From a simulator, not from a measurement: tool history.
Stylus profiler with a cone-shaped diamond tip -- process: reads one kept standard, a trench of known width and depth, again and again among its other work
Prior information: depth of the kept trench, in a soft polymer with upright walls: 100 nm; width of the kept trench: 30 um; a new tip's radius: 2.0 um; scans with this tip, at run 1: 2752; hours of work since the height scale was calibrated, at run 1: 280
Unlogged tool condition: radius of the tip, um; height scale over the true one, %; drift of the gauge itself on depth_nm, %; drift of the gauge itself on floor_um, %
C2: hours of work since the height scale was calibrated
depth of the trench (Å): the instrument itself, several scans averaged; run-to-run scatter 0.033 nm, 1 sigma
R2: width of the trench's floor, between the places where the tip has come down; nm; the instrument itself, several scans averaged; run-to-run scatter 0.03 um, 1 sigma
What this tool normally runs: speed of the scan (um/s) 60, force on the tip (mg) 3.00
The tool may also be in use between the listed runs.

{"run": 1, "hour": 0.0, "speed of the scan (um/s)": 60, "force on the tip (mg)": 3.0, "scans with this tip": 2752, "C2": 280, "depth of the trench (Å)": 1011.2, "R2": 28370}
{"run": 2, "hour": 37.6, "speed of the scan (um/s)": 60, "force on the tip (mg)": 3.0, "scans with this tip": 2988, "C2": 304, "depth of the trench (Å)": 1011.6, "R2": 28400}
{"run": 3, "hour": 60.4, "speed of the scan (um/s)": 60, "force on the tip (mg)": 3.0, "scans with this tip": 3131, "C2": 318, "depth of the trench (Å)": 1010.8, "R2": 28390}
{"run": 4, "hour": 101.0, "speed of the scan (um/s)": 60, "force on the tip (mg)": 3.0, "scans with this tip": 3385, "C2": 344, "depth of the trench (Å)": 1011.3, "R2": 28410}
{"run": 5, "hour": 137.4, "speed of the scan (um/s)": 60, "force on the tip (mg)": 1.75, "scans with this tip": 3613, "C2": 367, "depth of the trench (Å)": 1008.2, "R2": 28220}
{"run": 6, "hour": 172.3, "speed of the scan (um/s)": 56, "force on the tip (mg)": 1.75, "scans with this tip": 3832, "C2": 389, "depth of the trench (Å)": 1007.7, "R2": 28260}
{"run": 7, "hour": 212.3, "speed of the scan (um/s)": 56, "force on the tip (mg)": 1.75, "scans with this tip": 4083, "C2": 415, "depth of the trench (Å)": 1008.2, "R2": 28300}
{"run": 8, "hour": 247.6, "speed of the scan (um/s)": 56, "force on the tip (mg)": 1.75, "scans with this tip": 4304, "C2": 437, "depth of the trench (Å)": 1008.0, "R2": 28280}
{"run": 9, "hour": 265.0, "speed of the scan (um/s)": 56, "force on the tip (mg)": 1.75, "scans with this tip": 4414, "C2": 449, "depth of the trench (Å)": 1008.4, "R2": 28250}
{"run": 10, "hour": 308.1, "speed of the scan (um/s)": 56, "force on the tip (mg)": 1.75, "scans with this tip": 4683, "C2": 476, "depth of the trench (Å)": 1008.7, "R2": 28250}
{"run": 11, "hour": 330.1, "speed of the scan (um/s)": 56, "force on the tip (mg)": 1.75, "scans with this tip": 4821, "C2": 490, "depth of the trench (Å)": 1008.2, "R2": 28250}
{"run": 12, "hour": 354.2, "speed of the scan (um/s)": 56, "force on the tip (mg)": 1.75, "scans with this tip": 4972, "C2": 505, "depth of the trench (Å)": 1008.0, "R2": 28210}
{"run": 13, "hour": 384.1, "speed of the scan (um/s)": 56, "force on the tip (mg)": 1.75, "scans with this tip": 5160, "C2": 524, "depth of the trench (Å)": 1008.3, "R2": 28190}
{"run": 14, "hour": 417.0, "speed of the scan (um/s)": 56, "force on the tip (mg)": 1.75, "scans with this tip": 5366, "C2": 545, "depth of the trench (Å)": 1008.7, "R2": 28200}
{"run": 15, "hour": 446.6, "speed of the scan (um/s)": 56, "force on the tip (mg)": 1.75, "scans with this tip": 5551, "C2": 564, "depth of the trench (Å)": 1008.1, "R2": 28210}
{"run": 16, "hour": 469.6, "speed of the scan (um/s)": 56, "force on the tip (mg)": 2.41, "scans with this tip": 5696, "C2": 579, "depth of the trench (Å)": 1010.4, "R2": 28260}
{"run": 17, "hour": 489.9, "speed of the scan (um/s)": 56, "force on the tip (mg)": 2.41, "scans with this tip": 5823, "C2": 592, "depth of the trench (Å)": 1010.3, "R2": 28220}
{"run": 18, "hour": 521.5, "speed of the scan (um/s)": 56, "force on the tip (mg)": 2.41, "scans with this tip": 6021, "C2": 612, "depth of the trench (Å)": 1010.1, "R2": 28180}
{"run": 19, "hour": 556.5, "speed of the scan (um/s)": 124, "force on the tip (mg)": 3.0, "scans with this tip": 6241, "C2": 634, "depth of the trench (Å)": 1011.6, "R2": 27980}
{"run": 20, "hour": 584.7, "speed of the scan (um/s)": 60, "force on the tip (mg)": 1.37, "scans with this tip": 6417, "C2": 652, "depth of the trench (Å)": 1008.0, "R2": 28130}
{"run": 21, "hour": 624.6, "speed of the scan (um/s)": 60, "force on the tip (mg)": 1.37, "scans with this tip": 6667, "C2": 678, "depth of the trench (Å)": 1007.3, "R2": 28080}
{"run": 22, "hour": 649.5, "speed of the scan (um/s)": 60, "force on the tip (mg)": 1.37, "scans with this tip": 6824, "C2": 693, "depth of the trench (Å)": 1007.6, "R2": 28070}
{"run": 23, "hour": 673.6, "speed of the scan (um/s)": 60, "force on the tip (mg)": 5.58, "scans with this tip": 6975, "C2": 709, "depth of the trench (Å)": 1016.8, "R2": 28230}
{"hour": 677.2, "done": "height scale calibrated on a step standard"}
{"run": 24, "hour": 702.9, "speed of the scan (um/s)": 145, "force on the tip (mg)": 8.43, "scans with this tip": 7155, "C2": 16, "depth of the trench (Å)": 1022.8, "R2": 28080}
{"run": 25, "hour": 722.5, "speed of the scan (um/s)": 144, "force on the tip (mg)": 2.57, "scans with this tip": 7278, "C2": 29, "depth of the trench (Å)": 1011.5, "R2": 27830}
{"run": 26, "hour": 764.3, "speed of the scan (um/s)": 227, "force on the tip (mg)": 2.57, "scans with this tip": 7540, "C2": 55, "depth of the trench (Å)": 1011.2, "R2": 27450}
{"run": 27, "hour": 795.4, "speed of the scan (um/s)": 76, "force on the tip (mg)": 3.94, "scans with this tip": 7735, "C2": 75, "depth of the trench (Å)": 1014.2, "R2": 28090}
{"run": 28, "hour": 820.9, "speed of the scan (um/s)": 76, "force on the tip (mg)": 1.66, "scans with this tip": 7894, "C2": 91, "depth of the trench (Å)": 1008.6, "R2": 27940}
{"run": 29, "hour": 839.8, "speed of the scan (um/s)": 21, "force on the tip (mg)": 3.69, "scans with this tip": 8013, "C2": 104, "depth of the trench (Å)": 1013.2, "R2": 28270}
{"run": 30, "hour": 869.3, "speed of the scan (um/s)": 157, "force on the tip (mg)": 6.64, "scans with this tip": 8198, "C2": 122, "depth of the trench (Å)": 1019.2, "R2": 27920}
{"hour": 896.2, "done": "height scale calibrated on a step standard, once more"}
{"run": 31, "hour": 899.2, "speed of the scan (um/s)": 71, "force on the tip (mg)": 6.89, "scans with this tip": 8382, "C2": 2, "depth of the trench (Å)": 1018.3, "R2": 28150}
{"run": 32, "hour": 935.8, "speed of the scan (um/s)": 71, "force on the tip (mg)": 6.89, "scans with this tip": 8612, "C2": 25, "depth of the trench (Å)": 1017.5, "R2": 28150}
{"run": 33, "hour": 974.9, "speed of the scan (um/s)": 217, "force on the tip (mg)": 8.18, "scans with this tip": 8857, "C2": 50, "depth of the trench (Å)": 1020.4, "R2": 27860}
{"run": 34, "hour": 1007.9, "speed of the scan (um/s)": 60, "force on the tip (mg)": 2.22, "scans with this tip": 9064, "C2": 71, "depth of the trench (Å)": 1009.4, "R2": 28050}
{"run": 35, "hour": 1040.3, "speed of the scan (um/s)": 26, "force on the tip (mg)": 3.0, "scans with this tip": 9267, "C2": 92, "depth of the trench (Å)": 1010.4, "R2": 28170}
{"run": 36, "hour": 1066.1, "speed of the scan (um/s)": 26, "force on the tip (mg)": 2.0, "scans with this tip": 9428, "C2": 108, "depth of the trench (Å)": 1008.4, "R2": 28140}
{"run": 37, "hour": 1097.7, "speed of the scan (um/s)": 29, "force on the tip (mg)": 1.99, "scans with this tip": 9626, "C2": 128, "depth of the trench (Å)": 1008.1, "R2": 28040}
{"run": 38, "hour": 1137.3, "speed of the scan (um/s)": 57, "force on the tip (mg)": 8.6, "scans with this tip": 9875, "C2": 154, "depth of the trench (Å)": 1022.0, "R2": 28120}
{"run": 39, "hour": 1164.9, "speed of the scan (um/s)": 18, "force on the tip (mg)": 1.32, "scans with this tip": 10048, "C2": 171, "depth of the trench (Å)": 1006.1, "R2": 28160}
{"run": 40, "hour": 1199.9, "speed of the scan (um/s)": 60, "force on the tip (mg)": 2.09, "scans with this tip": 10267, "C2": 193, "depth of the trench (Å)": 1008.6, "R2": 27940}
{"run": 41, "hour": 1237.8, "speed of the scan (um/s)": 212, "force on the tip (mg)": 2.28, "scans with this tip": 10504, "C2": 218, "depth of the trench (Å)": 1009.2, "R2": 27360}
{"run": 42, "hour": 1273.4, "speed of the scan (um/s)": 60, "force on the tip (mg)": 2.72, "scans with this tip": 10728, "C2": 240, "depth of the trench (Å)": 1010.7, "R2": 27980}
{"run": 43, "hour": 1300.2, "speed of the scan (um/s)": 16, "force on the tip (mg)": 4.87, "scans with this tip": 10896, "C2": 257, "depth of the trench (Å)": 1015.0, "R2": 28180}
{"run": 44, "hour": 1339.0, "speed of the scan (um/s)": 39, "force on the tip (mg)": 1.49, "scans with this tip": 11139, "C2": 282, "depth of the trench (Å)": 1007.3, "R2": 27970}
{"run": 45, "hour": 1368.5, "speed of the scan (um/s)": 43, "force on the tip (mg)": 2.5, "scans with this tip": 11324, "C2": 301, "depth of the trench (Å)": 1009.9, "R2": 28000}
{"run": 46, "hour": 1392.6, "speed of the scan (um/s)": 202, "force on the tip (mg)": 6.18, "scans with this tip": 11475, "C2": 316, "depth of the trench (Å)": 1017.2, "R2": 27640}

3 ways to go on from here, each from the tool as it stands after run 46. What would each give?
{"run": "A", "hour": 1417.5, "speed of the scan (um/s)": 60, "force on the tip (mg)": 1.4, "scans with this tip": 11631, "C2": 332, "depth of the trench (Å)": "?", "R2": "?"}
{"run": "B", "hour": 1417.5, "speed of the scan (um/s)": 60, "force on the tip (mg)": 3.09, "scans with this tip": 11631, "C2": 332, "depth of the trench (Å)": "?", "R2": "?"}
{"run": "C", "hour": 1417.5, "speed of the scan (um/s)": 28, "force on the tip (mg)": 8.11, "scans with this tip": 11631, "C2": 332, "depth of the trench (Å)": "?", "R2": "?"}

run=A depth_of_the_trench_(Å)=1006.6 R2=27870
run=B depth_of_the_trench_(Å)=1011.1 R2=27950
run=C depth_of_the_trench_(Å)=1020.8 R2=28110
Take away the tool's hidden state, keep each run's random variation, and the runs would have read:
run=A depth_of_the_trench_(Å)=1006.0 R2=28450
run=B depth_of_the_trench_(Å)=1010.5 R2=28530
run=C depth_of_the_trench_(Å)=1020.2 R2=28690

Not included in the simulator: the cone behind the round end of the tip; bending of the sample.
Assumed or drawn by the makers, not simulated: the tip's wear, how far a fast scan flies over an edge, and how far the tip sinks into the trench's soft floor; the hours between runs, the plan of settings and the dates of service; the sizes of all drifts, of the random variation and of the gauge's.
